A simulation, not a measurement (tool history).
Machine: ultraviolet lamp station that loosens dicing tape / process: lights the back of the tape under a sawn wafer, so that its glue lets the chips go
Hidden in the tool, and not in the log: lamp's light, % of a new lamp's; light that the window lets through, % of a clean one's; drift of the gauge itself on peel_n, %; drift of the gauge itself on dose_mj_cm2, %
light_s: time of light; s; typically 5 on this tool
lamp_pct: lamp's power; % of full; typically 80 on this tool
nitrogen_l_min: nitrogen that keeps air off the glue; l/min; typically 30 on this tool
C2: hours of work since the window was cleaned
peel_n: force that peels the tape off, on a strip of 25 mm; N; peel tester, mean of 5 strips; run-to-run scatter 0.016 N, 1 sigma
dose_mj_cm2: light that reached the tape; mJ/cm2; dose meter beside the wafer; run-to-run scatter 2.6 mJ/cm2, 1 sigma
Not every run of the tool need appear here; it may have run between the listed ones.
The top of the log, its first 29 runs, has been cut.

run 30 hour=242.0 | light_s=4 lamp_pct=73 nitrogen_l_min=21 | hours_of_work_of_the_lamp=170 C2=17 | peel_n=2.098 dose_mj_cm2=228
run 31 hour=252.3 | light_s=4 lamp_pct=73 nitrogen_l_min=35 | hours_of_work_of_the_lamp=176 C2=23 | peel_n=1.670 dose_mj_cm2=227
run 32 hour=261.3 | light_s=4 lamp_pct=73 nitrogen_l_min=35 | hours_of_work_of_the_lamp=181 C2=28 | peel_n=1.701 dose_mj_cm2=229
run 33 hour=266.7 | light_s=4 lamp_pct=82 nitrogen_l_min=48 | hours_of_work_of_the_lamp=184 C2=31 | peel_n=1.191 dose_mj_cm2=255
run 34 hour=273.5 | light_s=10 lamp_pct=80 nitrogen_l_min=9 | hours_of_work_of_the_lamp=187 C2=35 | peel_n=0.467 dose_mj_cm2=612
run 35 hour=281.5 | light_s=10 lamp_pct=69 nitrogen_l_min=9 | hours_of_work_of_the_lamp=192 C2=39 | peel_n=0.682 dose_mj_cm2=525
run 36 hour=288.2 | light_s=10 lamp_pct=69 nitrogen_l_min=9 | hours_of_work_of_the_lamp=195 C2=43 | peel_n=0.682 dose_mj_cm2=524
run 37 hour=299.6 | light_s=10 lamp_pct=69 nitrogen_l_min=9 | hours_of_work_of_the_lamp=202 C2=49 | peel_n=0.702 dose_mj_cm2=518
run 38 hour=307.4 | light_s=10 lamp_pct=69 nitrogen_l_min=42 | hours_of_work_of_the_lamp=206 C2=53 | peel_n=0.230 dose_mj_cm2=524
run 39 hour=312.9 | light_s=4 lamp_pct=70 nitrogen_l_min=54 | hours_of_work_of_the_lamp=209 C2=56 | peel_n=1.616 dose_mj_cm2=208
run 40 hour=320.2 | light_s=5 lamp_pct=100 nitrogen_l_min=13 | hours_of_work_of_the_lamp=213 C2=60 | peel_n=1.153 dose_mj_cm2=375
run 41 hour=330.1 | light_s=7 lamp_pct=100 nitrogen_l_min=20 | hours_of_work_of_the_lamp=219 C2=66 | peel_n=0.362 dose_mj_cm2=524
run 42 hour=336.6 | light_s=5 lamp_pct=80 nitrogen_l_min=39 | hours_of_work_of_the_lamp=222 C2=69 | peel_n=0.898 dose_mj_cm2=298
run 43 hour=342.3 | light_s=6 lamp_pct=93 nitrogen_l_min=12 | hours_of_work_of_the_lamp=225 C2=72 | peel_n=0.947 dose_mj_cm2=415
run 44 hour=353.7 | light_s=3 lamp_pct=60 nitrogen_l_min=53 | hours_of_work_of_the_lamp=232 C2=79 | peel_n=3.254 dose_mj_cm2=134

3 ways to go on from here, each from the tool as it stands after run 44. What would each give?
run A hour=359.9 | light_s=8 lamp_pct=60 nitrogen_l_min=53 | hours_of_work_of_the_lamp=235 C2=82 | peel_n=? dose_mj_cm2=?
run B hour=359.9 | light_s=5 lamp_pct=80 nitrogen_l_min=27 | hours_of_work_of_the_lamp=235 C2=82 | peel_n=? dose_mj_cm2=?
run C hour=359.9 | light_s=5 lamp_pct=61 nitrogen_l_min=57 | hours_of_work_of_the_lamp=235 C2=82 | peel_n=? dose_mj_cm2=?

run=A peel_n=0.500 dose_mj_cm2=354
run=B peel_n=1.162 dose_mj_cm2=295
run=C peel_n=1.330 dose_mj_cm2=223
Had the tool no hidden state, the same runs would have come out as:
run=A peel_n=0.355 dose_mj_cm2=407
run=B peel_n=0.852 dose_mj_cm2=340
run=C peel_n=0.992 dose_mj_cm2=257
